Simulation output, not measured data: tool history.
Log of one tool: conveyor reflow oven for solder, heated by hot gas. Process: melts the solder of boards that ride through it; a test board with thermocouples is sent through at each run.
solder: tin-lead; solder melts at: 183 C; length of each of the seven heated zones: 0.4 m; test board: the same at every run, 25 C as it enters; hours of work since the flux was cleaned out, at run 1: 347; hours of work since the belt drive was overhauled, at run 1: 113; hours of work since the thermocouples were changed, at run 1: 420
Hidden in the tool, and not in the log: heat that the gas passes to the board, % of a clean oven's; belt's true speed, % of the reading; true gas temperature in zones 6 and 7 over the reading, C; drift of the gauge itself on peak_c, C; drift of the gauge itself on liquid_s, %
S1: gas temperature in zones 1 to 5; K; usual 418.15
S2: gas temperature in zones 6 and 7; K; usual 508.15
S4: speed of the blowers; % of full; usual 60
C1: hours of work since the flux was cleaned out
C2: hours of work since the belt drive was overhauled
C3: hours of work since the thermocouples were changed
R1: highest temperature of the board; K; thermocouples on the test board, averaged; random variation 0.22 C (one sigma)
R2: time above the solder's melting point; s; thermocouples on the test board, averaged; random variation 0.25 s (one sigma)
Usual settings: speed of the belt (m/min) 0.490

Run 1, hour 0.0: usual settings; C1 347; C2 113; C3 420. Result: R1 482.65 K, R2 65.1 s.
Run 2, hour 4.6: usual settings; C1 349; C2 115; C3 422. Result: R1 482.85 K, R2 64.9 s.
Run 3, hour 13.4: usual settings; C1 353; C2 119; C3 426. Result: R1 482.65 K, R2 65.0 s.
Run 4, hour 17.8: usual settings; C1 355; C2 121; C3 428. Result: R1 482.25 K, R2 65.3 s.
Run 5, hour 25.4: usual settings; C1 358; C2 124; C3 431. Result: R1 482.55 K, R2 64.6 s.
Run 6, hour 31.6: usual settings; C1 361; C2 127; C3 434. Result: R1 482.65 K, R2 65.1 s.
Run 7, hour 40.8: usual settings; C1 365; C2 131; C3 438. Result: R1 482.95 K, R2 64.9 s.
Run 8, hour 47.8: usual settings; C1 368; C2 134; C3 441. Result: R1 482.15 K, R2 64.9 s.
Run 9, hour 53.7: usual settings; C1 371; C2 137; C3 444. Result: R1 482.55 K, R2 65.0 s.
At hour 58.4: belt drive overhauled, speed set with a stopwatch.
Run 10, hour 63.9: usual settings; C1 374; C2 2; C3 446. Result: R1 482.55 K, R2 64.7 s.
Run 11, hour 68.0: usual settings; C1 375; C2 4; C3 448. Result: R1 482.35 K, R2 64.7 s.
Run 12, hour 72.5: usual settings; C1 377; C2 6; C3 450. Result: R1 482.35 K, R2 64.8 s.
Run 13, hour 79.5: usual settings; C1 380; C2 9; C3 453. Result: R1 482.35 K, R2 64.5 s.
Run 14, hour 83.4: usual settings but S1 421.15 K; C1 382; C2 11; C3 455. Result: R1 483.85 K, R2 67.9 s.
Run 15, hour 90.4: usual settings but S1 421.15 K; C1 385; C2 14; C3 458. Result: R1 483.05 K, R2 67.2 s.
At hour 103.2: flux residue cleaned out of gas plates and filters.
Run 16, hour 103.3: usual settings but S1 421.15 K, S2 500.15 K, speed of the belt (m/min) 0.493, S4 69 % of full; C1 0; C2 18; C3 462. Result: R1 482.95 K, R2 68.3 s.
At hour 108.4: belt drive overhauled, speed set with a stopwatch, once more.
Run 17, hour 111.6: usual settings but S1 421.15 K, S2 500.15 K, speed of the belt (m/min) 0.493, S4 69 % of full; C1 2; C2 1; C3 463. Result: R1 482.25 K, R2 67.8 s.
Run 18, hour 119.0: usual settings but S1 415.15 K, S2 521.15 K, speed of the belt (m/min) 0.404, S4 51 % of full; C1 5; C2 5; C3 467. Result: R1 496.95 K, R2 97.6 s.
Run 19, hour 127.5: usual settings but S1 415.15 K, S2 521.15 K, speed of the belt (m/min) 0.404, S4 51 % of full; C1 9; C2 8; C3 470. Result: R1 497.45 K, R2 97.8 s.
Run 20, hour 133.3: usual settings but S2 511.15 K; C1 11; C2 11; C3 473. Result: R1 486.85 K, R2 70.9 s.
Run 21, hour 142.5: usual settings but S2 511.15 K; C1 15; C2 15; C3 477. Result: R1 487.05 K, R2 70.9 s.
Run 22, hour 146.8: usual settings but S2 518.15 K, S4 62 % of full; C1 17; C2 17; C3 479. Result: R1 493.55 K, R2 78.1 s.
Run 23, hour 154.5: usual settings but S1 430.15 K, S2 499.15 K; C1 21; C2 20; C3 482. Result: R1 481.15 K, R2 69.9 s.
Run 24, hour 163.4: usual settings but S1 430.15 K, S2 499.15 K; C1 25; C2 24; C3 486. Result: R1 480.55 K, R2 70.4 s.
Run 25, hour 171.7: usual settings but S4 57 % of full; C1 28; C2 28; C3 490. Result: R1 483.45 K, R2 65.6 s.
Run 26, hour 180.8: usual settings but S4 57 % of full; C1 32; C2 32; C3 494. Result: R1 483.15 K, R2 66.1 s.
Run 27, hour 186.5: usual settings but S4 57 % of full; C1 35; C2 34; C3 496. Result: R1 483.15 K, R2 65.8 s.
Run 28, hour 194.6: usual settings but S1 432.15 K, S2 502.15 K, speed of the belt (m/min) 0.422, S4 59 % of full; C1 38; C2 38; C3 500. Result: R1 487.05 K, R2 94.5 s.
Run 29, hour 201.0: usual settings but S1 432.15 K, S2 500.15 K, speed of the belt (m/min) 0.435, S4 59 % of full; C1 41; C2 41; C3 503. Result: R1 485.15 K, R2 88.5 s.
Run 30, hour 206.6: usual settings but S1 432.15 K, S2 500.15 K, speed of the belt (m/min) 0.435, S4 59 % of full; C1 44; C2 43; C3 505. Result: R1 485.05 K, R2 88.2 s.

Forecast each of these 3 alternatives for the next run:
Run A, hour 215.6: usual settings but S2 521.15 K, speed of the belt (m/min) 0.435, S4 64 % of full; C1 48; C2 47; C3 509. Result: R1 ?, R2 ?.
Run B, hour 215.6: usual settings but S1 416.15 K, S2 515.15 K, speed of the belt (m/min) 0.399, S4 59 % of full; C1 48; C2 47; C3 509. Result: R1 ?, R2 ?.
Run C, hour 215.6: usual settings but S1 410.15 K, speed of the belt (m/min) 0.437, S4 62 % of full; C1 48; C2 47; C3 509. Result: R1 ?, R2 ?.

run      R1    R2
  A  501.15  95.7
  B  496.65  99.3
  C  487.55  77.6
Without the tool's hidden state the same runs would have given:
run      R1    R2
  A  501.35  95.8
  B  496.75  99.4
  C  487.75  77.9

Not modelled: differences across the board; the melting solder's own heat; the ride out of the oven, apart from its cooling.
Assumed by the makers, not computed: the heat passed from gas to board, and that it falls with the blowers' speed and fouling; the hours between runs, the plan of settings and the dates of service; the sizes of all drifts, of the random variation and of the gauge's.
